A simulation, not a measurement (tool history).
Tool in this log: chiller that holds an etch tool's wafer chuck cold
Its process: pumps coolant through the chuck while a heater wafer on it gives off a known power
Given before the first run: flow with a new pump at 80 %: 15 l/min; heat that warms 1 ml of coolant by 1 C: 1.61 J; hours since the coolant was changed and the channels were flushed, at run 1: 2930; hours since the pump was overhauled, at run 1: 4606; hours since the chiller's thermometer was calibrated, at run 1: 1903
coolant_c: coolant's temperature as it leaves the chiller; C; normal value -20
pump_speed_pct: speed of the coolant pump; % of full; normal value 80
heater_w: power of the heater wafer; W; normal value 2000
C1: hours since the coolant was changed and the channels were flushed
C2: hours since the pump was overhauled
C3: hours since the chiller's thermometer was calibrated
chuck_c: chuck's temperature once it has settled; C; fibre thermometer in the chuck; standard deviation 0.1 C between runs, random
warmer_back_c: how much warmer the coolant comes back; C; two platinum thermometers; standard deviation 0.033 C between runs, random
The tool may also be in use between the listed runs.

{"run": 1, "hour": 0.0, "coolant_c": -20, "pump_speed_pct": 80, "heater_w": 2000, "C1": 2930, "C2": 4606, "C3": 1903, "chuck_c": -4.5, "warmer_back_c": 5.5}
{"run": 2, "hour": 108.3, "coolant_c": -18, "pump_speed_pct": 80, "heater_w": 2000, "C1": 3038, "C2": 4714, "C3": 2012, "chuck_c": -2.3, "warmer_back_c": 5.51}
{"run": 3, "hour": 184.8, "coolant_c": -18, "pump_speed_pct": 80, "heater_w": 2000, "C1": 3115, "C2": 4791, "C3": 2088, "chuck_c": -2.2, "warmer_back_c": 5.51}
{"run": 4, "hour": 313.7, "coolant_c": -23, "pump_speed_pct": 80, "heater_w": 2000, "C1": 3244, "C2": 4920, "C3": 2217, "chuck_c": -7.4, "warmer_back_c": 5.55}
{"run": 5, "hour": 397.9, "coolant_c": -20, "pump_speed_pct": 80, "heater_w": 1864, "C1": 3328, "C2": 5004, "C3": 2301, "chuck_c": -5.3, "warmer_back_c": 5.15}
{"run": 6, "hour": 509.6, "coolant_c": -20, "pump_speed_pct": 80, "heater_w": 2574, "C1": 3440, "C2": 5115, "C3": 2413, "chuck_c": 0.2, "warmer_back_c": 7.15}
{"hour": 541.6, "done": "chiller's thermometer calibrated"}
{"run": 7, "hour": 584.9, "coolant_c": -20, "pump_speed_pct": 80, "heater_w": 2574, "C1": 3514, "C2": 5190, "C3": 43, "chuck_c": 0.8, "warmer_back_c": 7.19}
{"run": 8, "hour": 652.1, "coolant_c": -20, "pump_speed_pct": 80, "heater_w": 1058, "C1": 3581, "C2": 5257, "C3": 111, "chuck_c": -11.5, "warmer_back_c": 2.89}
{"run": 9, "hour": 719.4, "coolant_c": -20, "pump_speed_pct": 73, "heater_w": 2000, "C1": 3649, "C2": 5324, "C3": 178, "chuck_c": -2.5, "warmer_back_c": 6.08}
{"run": 10, "hour": 808.3, "coolant_c": -20, "pump_speed_pct": 80, "heater_w": 2000, "C1": 3737, "C2": 5413, "C3": 267, "chuck_c": -4, "warmer_back_c": 5.56}
{"run": 11, "hour": 892.1, "coolant_c": -20, "pump_speed_pct": 80, "heater_w": 2000, "C1": 3821, "C2": 5497, "C3": 350, "chuck_c": -3.8, "warmer_back_c": 5.58}
{"run": 12, "hour": 1021.7, "coolant_c": -20, "pump_speed_pct": 80, "heater_w": 2000, "C1": 3951, "C2": 5627, "C3": 480, "chuck_c": -3.6, "warmer_back_c": 5.64}
{"run": 13, "hour": 1133.5, "coolant_c": -20, "pump_speed_pct": 80, "heater_w": 2000, "C1": 4063, "C2": 5738, "C3": 592, "chuck_c": -3.7, "warmer_back_c": 5.62}
{"run": 14, "hour": 1264.6, "coolant_c": -20, "pump_speed_pct": 80, "heater_w": 2000, "C1": 4194, "C2": 5869, "C3": 723, "chuck_c": -3.6, "warmer_back_c": 5.65}
{"run": 15, "hour": 1357.4, "coolant_c": -20, "pump_speed_pct": 63, "heater_w": 2000, "C1": 4287, "C2": 5962, "C3": 816, "chuck_c": 0, "warmer_back_c": 7.16}
{"hour": 1370.6, "done": "coolant pump overhauled"}
{"run": 16, "hour": 1445.5, "coolant_c": -19, "pump_speed_pct": 63, "heater_w": 2000, "C1": 4370, "C2": 75, "C3": 899, "chuck_c": 1.2, "warmer_back_c": 7.31}
{"run": 17, "hour": 1575.8, "coolant_c": -29, "pump_speed_pct": 85, "heater_w": 1119, "C1": 4500, "C2": 205, "C3": 1029, "chuck_c": -20.1, "warmer_back_c": 3.11}
{"run": 18, "hour": 1687.6, "coolant_c": -29, "pump_speed_pct": 85, "heater_w": 1119, "C1": 4612, "C2": 317, "C3": 1141, "chuck_c": -20.1, "warmer_back_c": 3.03}
{"run": 19, "hour": 1755.7, "coolant_c": -21, "pump_speed_pct": 88, "heater_w": 1277, "C1": 4680, "C2": 385, "C3": 1209, "chuck_c": -11, "warmer_back_c": 3.48}
{"hour": 1812.6, "done": "coolant pump overhauled, once more"}
{"run": 20, "hour": 1876.7, "coolant_c": -20, "pump_speed_pct": 70, "heater_w": 1833, "C1": 4796, "C2": 64, "C3": 1325, "chuck_c": -4.9, "warmer_back_c": 5.16}
{"run": 21, "hour": 1955.2, "coolant_c": -20, "pump_speed_pct": 70, "heater_w": 1833, "C1": 4874, "C2": 143, "C3": 1404, "chuck_c": -5, "warmer_back_c": 5.17}
{"run": 22, "hour": 2051.4, "coolant_c": -13, "pump_speed_pct": 64, "heater_w": 2000, "C1": 4971, "C2": 239, "C3": 1500, "chuck_c": 4.6, "warmer_back_c": 6.13}
{"run": 23, "hour": 2182.7, "coolant_c": -15, "pump_speed_pct": 73, "heater_w": 2365, "C1": 5102, "C2": 370, "C3": 1631, "chuck_c": 3.8, "warmer_back_c": 6.46}
{"run": 24, "hour": 2248.1, "coolant_c": -15, "pump_speed_pct": 73, "heater_w": 2848, "C1": 5167, "C2": 435, "C3": 1696, "chuck_c": 7.8, "warmer_back_c": 7.77}
{"run": 25, "hour": 2359.7, "coolant_c": -16, "pump_speed_pct": 71, "heater_w": 2668, "C1": 5279, "C2": 547, "C3": 1808, "chuck_c": 5.8, "warmer_back_c": 7.47}
{"run": 26, "hour": 2436.2, "coolant_c": -20, "pump_speed_pct": 71, "heater_w": 2668, "C1": 5355, "C2": 624, "C3": 1885, "chuck_c": 2, "warmer_back_c": 7.52}
{"run": 27, "hour": 2565.7, "coolant_c": -14, "pump_speed_pct": 91, "heater_w": 2497, "C1": 5485, "C2": 753, "C3": 2014, "chuck_c": 2.7, "warmer_back_c": 5.54}
{"run": 28, "hour": 2653.7, "coolant_c": -16, "pump_speed_pct": 93, "heater_w": 1517, "C1": 5573, "C2": 841, "C3": 2102, "chuck_c": -6, "warmer_back_c": 3.32}
{"run": 29, "hour": 2709.8, "coolant_c": -16, "pump_speed_pct": 70, "heater_w": 2093, "C1": 5629, "C2": 897, "C3": 2158, "chuck_c": 1.2, "warmer_back_c": 5.9}
{"run": 30, "hour": 2775.4, "coolant_c": -16, "pump_speed_pct": 70, "heater_w": 2093, "C1": 5695, "C2": 963, "C3": 2224, "chuck_c": 1.5, "warmer_back_c": 6.08}
{"run": 31, "hour": 2881.5, "coolant_c": -20, "pump_speed_pct": 92, "heater_w": 2000, "C1": 5801, "C2": 1069, "C3": 2330, "chuck_c": -6.6, "warmer_back_c": 4.37}
{"hour": 2994.7, "done": "chiller's thermometer calibrated"}
{"run": 32, "hour": 3013.0, "coolant_c": -25, "pump_speed_pct": 70, "heater_w": 2000, "C1": 5931, "C2": 1199, "C3": 18, "chuck_c": -8.1, "warmer_back_c": 5.78}

For each entry between runs, how does the tool's hidden state at the last listed run before it compare with that at the first listed run after it?
Runs 6 to 7: chiller's thermometer calibrated (hour 541.6)
  heat passed by the chuck's channels, % of clean ones': 95.3 -> 95.2; flow at a given pump speed, % of a new pump's: 89.5 -> 89.4; coolant's true temperature over the reading, C: -0.47 -> -0.02
  measured minus no-state result, chuck_c: +2 -> +2.5 C; warmer_back_c: +0.74 -> +0.76 C
Runs 15 to 16: coolant pump overhauled (hour 1370.6)
  heat passed by the chuck's channels, % of clean ones': 94.2 -> 94.1; flow at a given pump speed, % of a new pump's: 87.8 -> 85.6; coolant's true temperature over the reading, C: -0.13 -> -0.14
  measured minus no-state result, chuck_c: +2.7 -> +3.2 C; warmer_back_c: +0.87 -> +1.05 C
Runs 19 to 20: coolant pump overhauled, once more (hour 1812.6)
  heat passed by the chuck's channels, % of clean ones': 93.7 -> 93.6; flow at a given pump speed, % of a new pump's: 85 -> 100.3; coolant's true temperature over the reading, C: -0.19 -> -0.21
  measured minus no-state result, chuck_c: +1.6 -> +0.6 C; warmer_back_c: +0.51 -> -0.01 C
Runs 31 to 32: chiller's thermometer calibrated (hour 2994.7)
  heat passed by the chuck's channels, % of clean ones': 92.3 -> 92.2; flow at a given pump speed, % of a new pump's: 98.3 -> 98.1; coolant's true temperature over the reading, C: -0.35 -> 0
  measured minus no-state result, chuck_c: +0.7 -> +1.4 C; warmer_back_c: +0.08 -> +0.11 C
